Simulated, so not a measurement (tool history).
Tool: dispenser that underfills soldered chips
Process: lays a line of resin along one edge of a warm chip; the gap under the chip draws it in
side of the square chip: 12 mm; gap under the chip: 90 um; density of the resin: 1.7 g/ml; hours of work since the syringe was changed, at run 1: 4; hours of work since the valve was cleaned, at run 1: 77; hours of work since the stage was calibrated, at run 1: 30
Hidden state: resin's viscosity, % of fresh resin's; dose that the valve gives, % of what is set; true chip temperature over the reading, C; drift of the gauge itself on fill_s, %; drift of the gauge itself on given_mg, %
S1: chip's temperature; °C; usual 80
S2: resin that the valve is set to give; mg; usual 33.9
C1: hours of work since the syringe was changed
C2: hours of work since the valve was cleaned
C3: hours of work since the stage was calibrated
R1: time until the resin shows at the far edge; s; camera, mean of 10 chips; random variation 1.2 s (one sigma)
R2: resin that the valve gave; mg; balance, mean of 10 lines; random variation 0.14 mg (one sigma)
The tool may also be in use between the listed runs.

run,hour,S1,S2,C1,C2,C3,R1,R2
1,0,80,33.9,4,77,30,142.8,31.67
2,4.4,80,33.9,6,79,33,167.3,31.28
3,9.8,80,33.9,9,83,36,201.6,31.53
4,12.7,80,34.5,11,84,38,223.4,32
# hour 14.1: new syringe of resin
5,18.2,80,33.9,2,88,41,129.5,31.44
6,23.5,80,33.9,6,91,44,157.4,31.09
7,26.8,80,33.9,8,93,46,179.1,30.98
8,32.5,80,33.9,11,96,49,222.6,30.78
# hour 34: new syringe of resin
9,38.8,80,33.9,3,100,53,136.2,30.95
10,43.3,77,33.9,6,103,56,174.6,30.92
11,48.9,77,33.9,9,106,59,215.1,30.62
12,52.3,77,33.9,11,108,61,240.2,30.78
# hour 53.9: new syringe of resin
13,57.3,80,33.9,2,111,64,128.6,30.56
14,60,80,33.9,4,112,66,142.8,30.34
15,65.6,80,33.9,7,116,69,172.1,30.43
16,71.1,70,44.1,10,119,72,283.2,39.44
# hour 73.8: new syringe of resin
17,76.7,70,42.8,2,122,76,168.4,38.13
18,81.6,67,38.2,5,125,79,225.6,34.18
# hour 84.1: dispensing valve cleaned and set on the balance
19,87.7,74,33.3,8,2,82,210,33.3
20,93.7,80,29.4,11,6,85,227.6,29.2
# hour 94.8: new syringe of resin
21,98.1,91,33.1,2,8,88,89.8,33.02
22,102,93,32,4,11,90,97.3,31.48
23,105.1,69,36,6,12,92,225.3,35.55
24,110.4,80,42.4,9,16,95,194.9,41.88
25,114.2,80,42.4,12,18,97,223.2,41.81
# hour 114.9: new syringe of resin
26,118.4,75,30.1,2,20,100,152.4,29.82
27,123.5,92,30.1,5,23,103,108.9,29.4
28,128.2,70,37.2,8,26,106,247.8,36.29
29,133,70,37.2,11,29,109,296.3,36.16
# hour 134.7: new syringe of resin
30,137.6,80,37.2,2,32,111,119.5,36.15

Hidden state or all else? Some run-to-run changes of R1, split into what the settings, what came in and random variation would give without the hidden state, and what is left for the hidden state (with any gauge scatter that isn't in both results):
Run 12 -> 13: S1 77 -> 80, new syringe of resin. R1 -111.6 s: hidden state -102.9, all else -8.7.
Run 16 -> 17: S2 44.1 -> 42.8, new syringe of resin. R1 -114.8 s: hidden state -115.5, all else +0.7.
Run 20 -> 21: S1 80 -> 91, S2 29.4 -> 33.1, new syringe of resin. R1 -137.8 s: hidden state -102.8, all else -35.
Run 27 -> 28: S1 92 -> 70, S2 30.1 -> 37.2. R1 +138.9 s: hidden state +65.1, all else +73.8.
Run 29 -> 30: S1 70 -> 80, new syringe of resin. R1 -176.8 s: hidden state -132.2, all else -44.6.
